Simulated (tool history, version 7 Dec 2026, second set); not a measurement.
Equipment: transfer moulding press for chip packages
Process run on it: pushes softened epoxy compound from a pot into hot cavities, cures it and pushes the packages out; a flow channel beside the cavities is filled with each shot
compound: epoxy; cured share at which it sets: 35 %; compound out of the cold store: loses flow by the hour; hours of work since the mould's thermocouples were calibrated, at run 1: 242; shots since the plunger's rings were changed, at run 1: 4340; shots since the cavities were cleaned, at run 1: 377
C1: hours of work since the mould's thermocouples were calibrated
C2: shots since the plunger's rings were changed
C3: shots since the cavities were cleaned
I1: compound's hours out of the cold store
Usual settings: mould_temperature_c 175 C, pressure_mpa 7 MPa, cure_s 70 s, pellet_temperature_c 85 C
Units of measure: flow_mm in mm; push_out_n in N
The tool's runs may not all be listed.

Run 1, hour 0: usual settings; C1 242; C2 4340; C3 377; I1 17.7. Result: flow_mm 958 mm, push_out_n 303 N.
At hour 30.5: cavities cleaned with cleaning compound and waxed.
Run 2, hour 31.1: usual settings; C1 256; C2 4710; C3 7; I1 28.8. Result: flow_mm 887 mm, push_out_n 290 N.
Run 3, hour 65.5: usual settings; C1 273; C2 5140; C3 437; I1 38.2. Result: flow_mm 834 mm, push_out_n 286 N.
At hour 90: cavities cleaned with cleaning compound and waxed.
At hour 110.4: plunger's sealing rings changed.
Run 4, hour 118.3: usual settings; C1 296; C2 99; C3 323; I1 33.1. Result: flow_mm 862 mm, push_out_n 282 N.
Run 5, hour 146.3: usual settings; C1 309; C2 449; C3 673; I1 27.3. Result: flow_mm 887 mm, push_out_n 289 N.
At hour 156.2: cavities cleaned with cleaning compound and waxed.
Run 6, hour 194.7: usual settings but mould_temperature_c 182 C; C1 332; C2 1036; C3 481; I1 27.7. Result: flow_mm 874 mm, push_out_n 189 N.
At hour 219.1: cavities cleaned with cleaning compound and waxed.
Run 7, hour 241.4: usual settings but mould_temperature_c 182 C; C1 353; C2 1602; C3 280; I1 29.2. Result: flow_mm 867 mm, push_out_n 198 N.
At hour 269.9: mould's thermocouples calibrated.
At hour 282.8: cavities cleaned with cleaning compound and waxed.
Run 8, hour 294: usual settings but mould_temperature_c 182 C; C1 11; C2 2217; C3 141; I1 33.7. Result: flow_mm 843 mm, push_out_n 186 N.
Run 9, hour 331.5: usual settings but mould_temperature_c 182 C; C1 29; C2 2685; C3 609; I1 44.3. Result: flow_mm 798 mm, push_out_n 191 N.
At hour 344.4: cavities cleaned with cleaning compound and waxed.
Run 10, hour 367.3: usual settings; C1 45; C2 3115; C3 287; I1 22.2. Result: flow_mm 925 mm, push_out_n 300 N.
Run 11, hour 393.2: usual settings; C1 57; C2 3439; C3 611; I1 33.3. Result: flow_mm 853 mm, push_out_n 287 N.
At hour 405.7: cavities cleaned with cleaning compound and waxed.
Run 12, hour 424.9: usual settings but mould_temperature_c 180 C, pressure_mpa 8.33 MPa; C1 72; C2 3817; C3 240; I1 30.2. Result: flow_mm 943 mm, push_out_n 211 N.
At hour 466.3: cavities cleaned with cleaning compound and waxed.
Run 13, hour 478.6: usual settings but mould_temperature_c 180 C, pressure_mpa 8.33 MPa; C1 97; C2 4470; C3 154; I1 24.8. Result: flow_mm 972 mm, push_out_n 214 N.
Run 14, hour 509.9: usual settings but mould_temperature_c 180 C, pressure_mpa 8.33 MPa, cure_s 54 s; C1 112; C2 4862; C3 546; I1 10.7. Result: flow_mm 1047 mm, push_out_n 436 N.
At hour 526.1: cavities cleaned with cleaning compound and waxed.
Run 15, hour 551: usual settings but mould_temperature_c 180 C, pressure_mpa 8.33 MPa, cure_s 54 s; C1 131; C2 5358; C3 312; I1 9.1. Result: flow_mm 1058 mm, push_out_n 473 N.
At hour 577.9: plunger's sealing rings changed.
Run 16, hour 583.2: usual settings but mould_temperature_c 180 C, pressure_mpa 8.33 MPa, cure_s 54 s; C1 145; C2 66; C3 683; I1 43.7. Result: flow_mm 860 mm, push_out_n 375 N.
At hour 589.4: cavities cleaned with cleaning compound and waxed.
Run 17, hour 623.7: usual settings but mould_temperature_c 180 C, pressure_mpa 8.33 MPa, cure_s 54 s; C1 163; C2 555; C3 430; I1 32.9. Result: flow_mm 927 mm, push_out_n 396 N.
At hour 649: cavities cleaned with cleaning compound and waxed.
Run 18, hour 677.4: usual settings but mould_temperature_c 168 C, pressure_mpa 6.33 MPa, cure_s 54 s, pellet_temperature_c 78 C; C1 188; C2 1208; C3 355; I1 15.2. Result: flow_mm 943 mm, push_out_n 770 N.
At hour 708.8: cavities cleaned with cleaning compound and waxed.
Run 19, hour 714.4: usual settings but pressure_mpa 8.43 MPa; C1 205; C2 1652; C3 71; I1 39.9. Result: flow_mm 929 mm, push_out_n 267 N.
Run 20, hour 765.4: usual settings but pressure_mpa 8.43 MPa; C1 229; C2 2290; C3 709; I1 34.5. Result: flow_mm 929 mm, push_out_n 283 N.
At hour 771.1: cavities cleaned with cleaning compound and waxed.
Run 21, hour 810.2: usual settings but mould_temperature_c 170 C, pressure_mpa 6.63 MPa, cure_s 90 s; C1 250; C2 2832; C3 489; I1 40.3. Result: flow_mm 815 mm, push_out_n 233 N.
At hour 833.1: cavities cleaned with cleaning compound and waxed.
Run 22, hour 863.5: usual settings but mould_temperature_c 181 C, cure_s 57 s; C1 275; C2 3480; C3 380; I1 12.5. Result: flow_mm 942 mm, push_out_n 348 N.

Entry by entry between the runs, the difference in hidden state between the last listed run before and the first listed run after:
In the gap between runs 1 and 2: cavities cleaned with cleaning compound and waxed (hour 30.5)
  pressure that reaches the compound, % of what is set: 99.77 -> 99.75; grip of the stained cavities, % over clean ones': 0.9 -> 0
In the gap between runs 3 and 4: cavities cleaned with cleaning compound and waxed (hour 90); plunger's sealing rings changed (hour 110.4)
  pressure that reaches the compound, % of what is set: 99.72 -> 99.97; grip of the stained cavities, % over clean ones': 0.9 -> 0.7
In the gap between runs 5 and 6: cavities cleaned with cleaning compound and waxed (hour 156.2)
  pressure that reaches the compound, % of what is set: 99.95 -> 99.92; grip of the stained cavities, % over clean ones': 1.2 -> 1
In the gap between runs 6 and 7: cavities cleaned with cleaning compound and waxed (hour 219.1)
  pressure that reaches the compound, % of what is set: 99.92 -> 99.89; grip of the stained cavities, % over clean ones': 1 -> 0.6
In the gap between runs 7 and 8: mould's thermocouples calibrated (hour 269.9); cavities cleaned with cleaning compound and waxed (hour 282.8)
  true mould temperature over the reading, C: 0.01 -> 0; pressure that reaches the compound, % of what is set: 99.89 -> 99.86; grip of the stained cavities, % over clean ones': 0.6 -> 0.4
In the gap between runs 9 and 10: cavities cleaned with cleaning compound and waxed (hour 344.4)
  pressure that reaches the compound, % of what is set: 99.83 -> 99.81; grip of the stained cavities, % over clean ones': 1.1 -> 0.6
In the gap between runs 11 and 12: cavities cleaned with cleaning compound and waxed (hour 405.7)
  pressure that reaches the compound, % of what is set: 99.79 -> 99.77; grip of the stained cavities, % over clean ones': 1.1 -> 0.5
In the gap between runs 12 and 13: cavities cleaned with cleaning compound and waxed (hour 466.3)
  pressure that reaches the compound, % of what is set: 99.77 -> 99.74; grip of the stained cavities, % over clean ones': 0.5 -> 0.4
In the gap between runs 14 and 15: cavities cleaned with cleaning compound and waxed (hour 526.1)
  pressure that reaches the compound, % of what is set: 99.72 -> 99.69; grip of the stained cavities, % over clean ones': 1 -> 0.7
In the gap between runs 15 and 16: plunger's sealing rings changed (hour 577.9)
  pressure that reaches the compound, % of what is set: 99.69 -> 99.99; grip of the stained cavities, % over clean ones': 0.7 -> 1.2
In the gap between runs 16 and 17: cavities cleaned with cleaning compound and waxed (hour 589.4)
  pressure that reaches the compound, % of what is set: 99.99 -> 99.96; grip of the stained cavities, % over clean ones': 1.2 -> 0.9
In the gap between runs 17 and 18: cavities cleaned with cleaning compound and waxed (hour 649)
  pressure that reaches the compound, % of what is set: 99.96 -> 99.93; grip of the stained cavities, % over clean ones': 0.9 -> 0.7
In the gap between runs 18 and 19: cavities cleaned with cleaning compound and waxed (hour 708.8)
  pressure that reaches the compound, % of what is set: 99.93 -> 99.9; grip of the stained cavities, % over clean ones': 0.7 -> 0.2
In the gap between runs 20 and 21: cavities cleaned with cleaning compound and waxed (hour 771.1)
  pressure that reaches the compound, % of what is set: 99.87 -> 99.84; grip of the stained cavities, % over clean ones': 1.2 -> 1
In the gap between runs 21 and 22: cavities cleaned with cleaning compound and waxed (hour 833.1)
  pressure that reaches the compound, % of what is set: 99.84 -> 99.81; grip of the stained cavities, % over clean ones': 1 -> 0.8

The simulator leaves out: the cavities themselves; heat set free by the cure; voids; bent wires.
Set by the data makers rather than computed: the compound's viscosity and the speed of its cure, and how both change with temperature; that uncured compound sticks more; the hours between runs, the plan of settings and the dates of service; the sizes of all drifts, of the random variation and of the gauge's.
